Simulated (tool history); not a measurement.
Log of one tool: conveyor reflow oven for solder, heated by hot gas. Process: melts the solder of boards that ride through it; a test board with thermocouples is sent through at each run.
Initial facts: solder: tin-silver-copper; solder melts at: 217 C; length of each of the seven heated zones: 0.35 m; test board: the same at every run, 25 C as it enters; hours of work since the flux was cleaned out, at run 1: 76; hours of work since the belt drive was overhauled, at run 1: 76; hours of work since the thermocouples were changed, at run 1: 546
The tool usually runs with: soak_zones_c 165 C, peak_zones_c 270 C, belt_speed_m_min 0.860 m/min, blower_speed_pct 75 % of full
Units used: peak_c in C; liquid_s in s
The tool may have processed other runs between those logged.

run     day  soak_zones_c  peak_zones_c  belt_speed_m_min  blower_speed_pct  hours of work since the flux was cleaned out  hours of work since the belt drive was overhauled  hours of work since the thermocouples were changed  peak_c  liquid_s
  1   0.000           165           270             0.860                75                                            76                                                 76                                                 546   255.3     36.56
  2   1.200           178           270             0.860                75                                            96                                                 96                                                 566   256.9     40.06
  3   2.700           165           270             0.860                75                                           120                                                120                                                 591   254.9     36.50
  4   4.050           165           270             0.860                75                                           142                                                142                                                 613   254.8     36.43
  5   4.738           165           270             0.849                75                                           154                                                154                                                 624   255.2     37.06
  6   6.162           165           270             0.849                75                                           177                                                177                                                 648   254.9     36.97
  7   7.325           165           270             0.849                75                                           196                                                196                                                 667   254.8     37.03
  8   8.771           165           270             0.849                75                                           220                                                220                                                 691   254.7     36.90
      9.192  -- flux residue cleaned out of gas plates and filters
  9   9.717           165           270             0.849                75                                             9                                                232                                                 703   255.6     37.31
 10  11.021           174           270             0.860                75                                            30                                                254                                                 724   256.0     39.02
 11  12.112           174           270             0.860                75                                            48                                                271                                                 742   256.3     38.97
     13.192  -- thermocouples of zones 6 and 7 changed
 12  13.204           174           270             0.860                75                                            65                                                288                                                   0   257.3     39.40
 13  14.550           174           270             0.703                75                                            87                                                310                                                  22   262.1     51.15
 14  16.138           174           270             0.703                75                                           113                                                336                                                  48   262.0     51.00
 15  17.617           158           284             0.708                72                                           137                                                361                                                  73   272.9     50.71
 16  19.112           158           284             0.846                72                                           162                                                385                                                  97   266.7     40.15
 17  20.042           162           268             0.971                75                                           177                                                400                                                 113   249.1     28.72
 18  20.725           164           264             0.969                57                                           188                                                412                                                 124   240.5     23.85
 19  22.225           165           270             0.891                75                                           213                                                436                                                 148   253.9     34.69
     23.042  -- flux residue cleaned out of gas plates and filters
 20  23.875           165           276             0.891                73                                            14                                                460                                                 172   260.0     36.94
 21  25.133           150           280             0.861                89                                            34                                                481                                                 193   266.3     38.53
 22  26.717           171           270             0.860                54                                            60                                                507                                                 219   251.2     35.13
 23  27.825           171           276             0.926                54                                            79                                                525                                                 237   253.5     33.27
 24  29.246           171           276             0.926                54                                           102                                                548                                                 260   253.0     33.27
 25  29.967           165           270             0.982                84                                           114                                                560                                                 272   253.1     31.08
 26  31.154           174           270             0.797                75                                           133                                                580                                                 292   258.4     43.35
 27  32.408           174           270             0.797                75                                           154                                                600                                                 312   258.5     43.40
 28  33.429           171           269             1.023                75                                           171                                                617                                                 329   249.5     28.99

Had the tool no unlogged condition, and each run kept its random variation, what would the results have been?
Hidden state at play: heat that the gas passes to the board, % of a clean oven's; belt's true speed, % of the reading; true gas temperature in zones 6 and 7 over the reading, C; drift of the gauge itself on peak_c, C; drift of the gauge itself on liquid_s, %.
run  peak_c  liquid_s
  1   256.6     37.03
  2   258.2     40.50
  3   256.5     37.12
  4   256.5     37.12
  5   257.0     37.79
  6   256.9     37.77
  7   256.9     37.90
  8   257.0     37.84
  9   257.0     37.75
 10   257.6     39.47
 11   258.0     39.47
 12   257.7     39.45
 13   262.6     51.16
 14   262.6     51.07
 15   273.7     50.81
 16   268.0     40.41
 17   250.5     29.34
 18   241.8     24.63
 19   255.5     35.28
 20   260.4     36.88
 21   267.0     38.52
 22   251.9     35.26
 23   254.3     33.42
 24   254.0     33.50
 25   254.4     31.43
 26   259.7     43.57
 27   259.9     43.67
 28   251.2     29.58
